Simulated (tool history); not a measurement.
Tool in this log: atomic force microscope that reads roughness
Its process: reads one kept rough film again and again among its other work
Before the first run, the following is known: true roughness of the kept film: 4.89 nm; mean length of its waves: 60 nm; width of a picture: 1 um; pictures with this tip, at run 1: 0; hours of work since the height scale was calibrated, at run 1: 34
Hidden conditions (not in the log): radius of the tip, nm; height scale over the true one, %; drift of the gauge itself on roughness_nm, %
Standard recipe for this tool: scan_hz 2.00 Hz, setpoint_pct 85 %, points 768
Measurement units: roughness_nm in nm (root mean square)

run     day  scan_hz  setpoint_pct  points  pictures with this tip  hours of work since the height scale was calibrated  roughness_nm
  1   0.000     2.00            85     768                       0                                                   34         4.170
  2   0.525     2.00            85     768                      23                                                   41         4.130
  3   0.900     2.00            55     768                      40                                                   46         4.650
  4   1.350     2.00            85     725                      60                                                   52         4.141
  5   1.667     2.00            64     768                      74                                                   56         4.521
  6   2.142     2.00            64     768                      96                                                   62         4.530
  7   2.704     2.00            85     768                     121                                                   69         4.112
  8   3.108     2.00            85     768                     139                                                   75         4.118
  9   3.712     2.00            85     306                     166                                                   83         4.138
 10   4.375     2.00            85     306                     195                                                   91         4.118
 11   4.879     2.00            85     306                     218                                                   98         4.144
 12   5.204     2.00            85     306                     232                                                  102         4.093
 13   5.625     2.00            85     306                     251                                                  108         4.105
 14   6.350     2.00            85     306                     284                                                  117         4.118
 15   6.775     0.62            71     596                     303                                                  123         4.666
 16   7.400     1.70            63     768                     331                                                  131         4.588
      7.875  -- new tip fitted
 17   8.112     1.70            63     768                      11                                                  140         4.586
 18   8.621     1.70            63     768                      33                                                  147         4.588
 19   9.104     0.64            57     573                      55                                                  153         4.723
 20   9.712     0.64            57     573                      82                                                  161         4.694
 21  10.058     1.46            72     870                      98                                                  166         4.466
 22  10.654     2.00            74     679                     124                                                  173         4.356
 23  11.371     2.00            56     768                     156                                                  183         4.609
 24  11.738     0.72            85     337                     173                                                  188         4.499
 25  12.283     0.72            85     337                     197                                                  195         4.488
 26  12.633     0.72            85     337                     213                                                  199         4.480
 27  13.188     1.63            85     768                     237                                                  207         4.216
 28  13.754     1.63            85     768                     263                                                  214         4.195

3 ways to go on from here, each from the tool as it stands after run 28. What would each give?
  A  14.325     1.63            85     533                     288                                                  222             ?
  B  14.325     2.50            61     962                     288                                                  222             ?
  C  14.325     1.40            60     883                     288                                                  222             ?

run  roughness_nm
  A         4.226
  B         4.519
  C         4.648
Without the tool's hidden state the same runs would have given:
run  roughness_nm
  A         4.233
  B         4.525
  C         4.655

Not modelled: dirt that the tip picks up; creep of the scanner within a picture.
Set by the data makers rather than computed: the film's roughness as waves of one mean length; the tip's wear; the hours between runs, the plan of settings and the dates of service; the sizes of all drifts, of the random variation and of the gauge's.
